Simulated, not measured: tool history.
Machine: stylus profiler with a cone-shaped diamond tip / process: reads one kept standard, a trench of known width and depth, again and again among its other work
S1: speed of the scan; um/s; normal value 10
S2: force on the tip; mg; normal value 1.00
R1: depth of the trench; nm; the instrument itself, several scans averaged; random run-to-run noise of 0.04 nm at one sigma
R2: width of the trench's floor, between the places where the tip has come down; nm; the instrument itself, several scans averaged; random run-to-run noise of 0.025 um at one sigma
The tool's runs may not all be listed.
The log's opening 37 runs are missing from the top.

run	hour	S1	S2	R1	R2
38	3230.0	12	0.99	101.00	28280
39	3310.4	2	1.62	101.23	28270
# hour 3372.5: height scale calibrated on a step standard
40	3408.1	9	2.15	100.85	28270
41	3514.3	17	0.36	100.32	27990
42	3580.2	10	1.68	100.74	28240
43	3678.8	23	0.49	100.39	27940
44	3765.2	23	0.49	100.43	27960
45	3836.1	23	0.49	100.44	27960
46	3892.4	2	1.79	100.89	28240

What if the next run were any one of these 4? Each begins from the tool's condition after run 46:
A	3958.6	10	1.47	?	?
B	3958.6	10	0.82	?	?
C	3958.6	32	0.44	?	?
D	3958.6	12	1.06	?	?

run	R1	R2
A	100.80	28170
B	100.67	28180
C	100.54	27760
D	100.69	28150
Had the tool no hidden state, the same runs would have come out as:
run	R1	R2
A	100.58	28520
B	100.45	28520
C	100.32	28110
D	100.47	28500
